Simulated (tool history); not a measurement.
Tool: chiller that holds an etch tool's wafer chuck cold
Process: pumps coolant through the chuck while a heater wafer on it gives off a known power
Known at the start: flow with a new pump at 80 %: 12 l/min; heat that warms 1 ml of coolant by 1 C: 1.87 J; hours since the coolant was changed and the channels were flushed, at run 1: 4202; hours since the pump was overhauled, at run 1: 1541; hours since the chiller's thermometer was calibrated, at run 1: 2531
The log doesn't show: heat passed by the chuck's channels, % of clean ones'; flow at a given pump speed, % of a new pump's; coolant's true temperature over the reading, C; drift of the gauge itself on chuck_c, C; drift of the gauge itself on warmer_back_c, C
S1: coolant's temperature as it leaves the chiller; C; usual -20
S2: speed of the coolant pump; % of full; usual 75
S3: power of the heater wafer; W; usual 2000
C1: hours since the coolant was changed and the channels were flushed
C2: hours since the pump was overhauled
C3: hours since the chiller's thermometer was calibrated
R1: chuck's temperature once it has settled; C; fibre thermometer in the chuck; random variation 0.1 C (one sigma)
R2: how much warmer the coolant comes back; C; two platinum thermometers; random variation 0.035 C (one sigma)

Run 1, hour 0: usual settings; C1 4202; C2 1541; C3 2531. Result: R1 3.4 C, R2 5.88 C.
Run 2, hour 30.5: usual settings; C1 4232; C2 1571; C3 2561. Result: R1 3.4 C, R2 5.92 C.
Run 3, hour 61.7: usual settings; C1 4263; C2 1602; C3 2593. Result: R1 3.7 C, R2 5.9 C.
Run 4, hour 83.9: usual settings; C1 4285; C2 1625; C3 2615. Result: R1 3.4 C, R2 5.87 C.
Run 5, hour 123.1: usual settings but S2 74 % of full; C1 4325; C2 1664; C3 2654. Result: R1 3.8 C, R2 6.03 C.
Run 6, hour 161.7: usual settings but S2 74 % of full; C1 4363; C2 1702; C3 2693. Result: R1 3.6 C, R2 6.03 C.
Run 7, hour 181.6: usual settings but S2 74 % of full; C1 4383; C2 1722; C3 2712. Result: R1 3.6 C, R2 6 C.
Run 8, hour 205.7: usual settings but S2 79 % of full; C1 4407; C2 1746; C3 2737. Result: R1 2.7 C, R2 5.59 C.
Run 9, hour 246.2: usual settings but S2 79 % of full; C1 4448; C2 1787; C3 2777. Result: R1 2.9 C, R2 5.63 C.
Run 10, hour 276.6: usual settings but S2 79 % of full; C1 4478; C2 1817; C3 2807. Result: R1 2.7 C, R2 5.65 C.
Run 11, hour 322.7: usual settings but S2 79 % of full; C1 4524; C2 1863; C3 2853. Result: R1 2.9 C, R2 5.59 C.
Run 12, hour 353.7: usual settings but S1 -27 C, S2 60 % of full, S3 1328 W; C1 4555; C2 1894; C3 2885. Result: R1 -8.2 C, R2 5.09 C.
Run 13, hour 384.3: usual settings but S1 -28 C, S3 1020 W; C1 4586; C2 1925; C3 2915. Result: R1 -15.7 C, R2 3.04 C.
Run 14, hour 416.4: usual settings but S1 -26 C, S2 62 % of full, S3 2094 W; C1 4618; C2 1957; C3 2947. Result: R1 2.9 C, R2 7.73 C.
Run 15, hour 443.9: usual settings but S1 -26 C, S2 62 % of full, S3 2094 W; C1 4646; C2 1985; C3 2975. Result: R1 2.9 C, R2 7.73 C.
Run 16, hour 464: usual settings but S1 -26 C, S2 62 % of full, S3 2094 W; C1 4666; C2 2005; C3 2995. Result: R1 3 C, R2 7.74 C.
Run 17, hour 494.4: usual settings but S1 -26 C, S2 62 % of full, S3 2094 W; C1 4696; C2 2035; C3 3025. Result: R1 2.9 C, R2 7.7 C.
Run 18, hour 522.5: usual settings but S1 -19 C, S2 84 % of full, S3 2231 W; C1 4724; C2 2063; C3 3053. Result: R1 5.7 C, R2 5.85 C.
Run 19, hour 566.1: usual settings but S1 -18 C, S3 2818 W; C1 4768; C2 2107; C3 3097. Result: R1 15.8 C, R2 8.38 C.
Run 20, hour 605.3: usual settings but S1 -11 C, S2 81 % of full; C1 4807; C2 2146; C3 3136. Result: R1 11.6 C, R2 5.51 C.
Run 21, hour 650.8: usual settings but S1 -19 C, S2 81 % of full, S3 2046 W; C1 4852; C2 2192; C3 3182. Result: R1 4.4 C, R2 5.62 C.
Run 22, hour 677.5: usual settings but S1 -19 C, S2 85 % of full; C1 4879; C2 2218; C3 3208. Result: R1 2.9 C, R2 5.18 C.

Forecast each of these 3 alternatives for the next run:
Run A, hour 711.6: usual settings but S1 -24 C, S2 85 % of full, S3 1152 W; C1 4913; C2 2252; C3 3242. Result: R1 ?, R2 ?.
Run B, hour 711.6: usual settings but S1 -26 C, S2 63 % of full, S3 1035 W; C1 4913; C2 2252; C3 3242. Result: R1 ?, R2 ?.
Run C, hour 711.6: usual settings but S2 98 % of full, S3 2019 W; C1 4913; C2 2252; C3 3242. Result: R1 ?, R2 ?.

run     R1    R2
  A  -11.2  2.99
  B  -11.6   3.8
  C      0  4.48
Without the tool's hidden state the same runs would have given:
run     R1    R2
  A  -13.5  2.88
  B  -14.1  3.66
  C   -3.4  4.31
